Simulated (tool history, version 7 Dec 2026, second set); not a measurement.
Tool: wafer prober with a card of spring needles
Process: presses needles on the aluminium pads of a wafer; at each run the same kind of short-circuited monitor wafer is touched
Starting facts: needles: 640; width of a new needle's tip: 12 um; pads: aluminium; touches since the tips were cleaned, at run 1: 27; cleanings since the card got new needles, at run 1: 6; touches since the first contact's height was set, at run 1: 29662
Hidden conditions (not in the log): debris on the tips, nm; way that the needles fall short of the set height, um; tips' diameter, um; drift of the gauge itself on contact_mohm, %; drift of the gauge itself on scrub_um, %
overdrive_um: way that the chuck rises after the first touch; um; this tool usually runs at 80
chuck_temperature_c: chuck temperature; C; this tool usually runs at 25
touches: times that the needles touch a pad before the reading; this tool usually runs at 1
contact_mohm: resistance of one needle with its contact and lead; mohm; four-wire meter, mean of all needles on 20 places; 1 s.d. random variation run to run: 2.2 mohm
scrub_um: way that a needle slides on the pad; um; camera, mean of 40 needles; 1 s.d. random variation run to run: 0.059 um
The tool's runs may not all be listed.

run,hour,overdrive_um,chuck_temperature_c,touches,touches since the tips were cleaned,cleanings since the card got new needles,touches since the first contact's height was set,contact_mohm,scrub_um
1,0,80,25,1,27,6,29662,240,15.62
# hour 13.1: tips cleaned on abrasive film
# hour 27.1: tips cleaned on abrasive film
# hour 41.1: tips cleaned on abrasive film
2,46,80,25,1,1955,9,48042,239,15.47
# hour 53.9: tips cleaned on abrasive film
# hour 67.4: tips cleaned on abrasive film
# hour 79.4: tips cleaned on abrasive film
3,79.4,80,43,1,0,12,61399,244,15.39
# hour 90.8: tips cleaned on abrasive film
# hour 104.5: tips cleaned on abrasive film
4,114.8,80,43,1,4113,14,75541,254,15.35
# hour 117.7: tips cleaned on abrasive film
# hour 131.4: tips cleaned on abrasive film
5,142.2,80,43,1,4333,16,86511,252,15.44
# hour 145.1: tips cleaned on abrasive film
# hour 156.4: tips cleaned on abrasive film
# hour 169.9: tips cleaned on abrasive film
# hour 183.9: tips cleaned on abrasive film
6,184.6,80,25,1,284,20,103438,243,15.36
# hour 187.6: tips cleaned on abrasive film, once more
# hour 198.9: tips cleaned on abrasive film
# hour 212.8: tips cleaned on abrasive film
# hour 226.4: tips cleaned on abrasive film
7,232.6,80,68,1,2484,24,122587,256,15.27
# hour 238.3: tips cleaned on abrasive film
# hour 252.2: tips cleaned on abrasive film
8,255.8,80,68,1,1425,26,131824,248,15.26
# hour 264.3: tips cleaned on abrasive film
# hour 275.6: tips cleaned on abrasive film
# hour 289.3: tips cleaned on abrasive film
# hour 301.2: tips cleaned on abrasive film
9,301.2,80,25,1,0,30,149956,238,15.26
# hour 309.9: height of the first contact set anew
# hour 315.6: tips cleaned on abrasive film
# hour 328.6: tips cleaned on abrasive film
10,335.1,80,25,1,2590,32,10052,243,15.57
# hour 340.6: tips cleaned on abrasive film
# hour 354.5: tips cleaned on abrasive film
# hour 368.1: tips cleaned on abrasive film
# hour 381.7: tips cleaned on abrasive film
11,382.6,80,27,1,390,36,29033,241,15.61
# hour 395.7: tips cleaned on abrasive film
# hour 409.2: tips cleaned on abrasive film
# hour 421.9: tips cleaned on abrasive film
12,423.3,80,27,1,556,39,45290,239,15.48
# hour 434.1: tips cleaned on abrasive film
# hour 447.6: tips cleaned on abrasive film
13,453.5,63,25,1,2390,41,57370,245,12.17
# hour 459.2: tips cleaned on abrasive film
# hour 470.6: tips cleaned on abrasive film
# hour 481.9: tips cleaned on abrasive film
# hour 496: tips cleaned on abrasive film
14,501.3,80,25,1,2111,45,76448,245,15.43
# hour 509.8: tips cleaned on abrasive film
# hour 521.2: tips cleaned on abrasive film
# hour 532.5: tips cleaned on abrasive film
# hour 545.7: tips cleaned on abrasive film
15,545.7,69,39,2,0,49,94184,242,13.39
# hour 559.9: tips cleaned on abrasive film
# hour 573.8: tips cleaned on abrasive film
16,581.1,80,25,2,2950,51,108359,241,15.37
# hour 586.9: tips cleaned on abrasive film
# hour 600.9: tips cleaned on abrasive film
# hour 612.2: tips cleaned on abrasive film
17,622.2,72,39,2,4013,54,124768,247,13.76
# hour 625.1: tips cleaned on abrasive film
# hour 636.5: tips cleaned on abrasive film
# hour 650.2: tips cleaned on abrasive film
18,657,88,39,1,2757,57,138671,244,16.86
# hour 662.8: tips cleaned on abrasive film
# hour 676.9: tips cleaned on abrasive film
# hour 690.7: tips cleaned on abrasive film
# hour 693.5: height of the first contact set anew
# hour 703.5: tips cleaned on abrasive film
19,703.5,75,43,1,0,61,3950,242,14.66
# hour 717.4: tips cleaned on abrasive film
20,727.3,75,43,1,3983,62,13502,252,14.66
# hour 730.2: tips cleaned on abrasive film
# hour 743: tips cleaned on abrasive film
# hour 756.5: tips cleaned on abrasive film
21,760.2,75,43,1,1489,65,26632,249,14.61
# hour 768.7: tips cleaned on abrasive film
# hour 782.7: tips cleaned on abrasive film
# hour 794: tips cleaned on abrasive film
22,800.9,75,91,2,2783,68,42904,260,14.53
# hour 806.6: tips cleaned on abrasive film
# hour 820.1: tips cleaned on abrasive film
# hour 833.5: tips cleaned on abrasive film
23,843.4,74,119,2,3971,71,59886,268,14.27
# hour 846.1: tips cleaned on abrasive film
# hour 859.9: tips cleaned on abrasive film
# hour 871.2: tips cleaned on abrasive film
# hour 882.6: tips cleaned on abrasive film
24,887.7,74,94,2,2051,75,77555,257,14.43
# hour 895.4: tips cleaned on abrasive film
# hour 906.8: tips cleaned on abrasive film
# hour 918.1: tips cleaned on abrasive film
25,919.8,74,56,2,664,78,90352,249,14.22

Run 26 is up next; what results do you expect?
# hour 930.5: tips cleaned on abrasive film
# hour 944.6: tips cleaned on abrasive film
26,955.1,93,25,1,4208,80,104483,?,?

For run 26 the tool returned contact_mohm 244 mohm, scrub_um 17.92 um.
Take away the tool's hidden state, keep the run-to-run variation as it was, and the same run would have given contact_mohm 236 mohm, scrub_um 18.18 um.
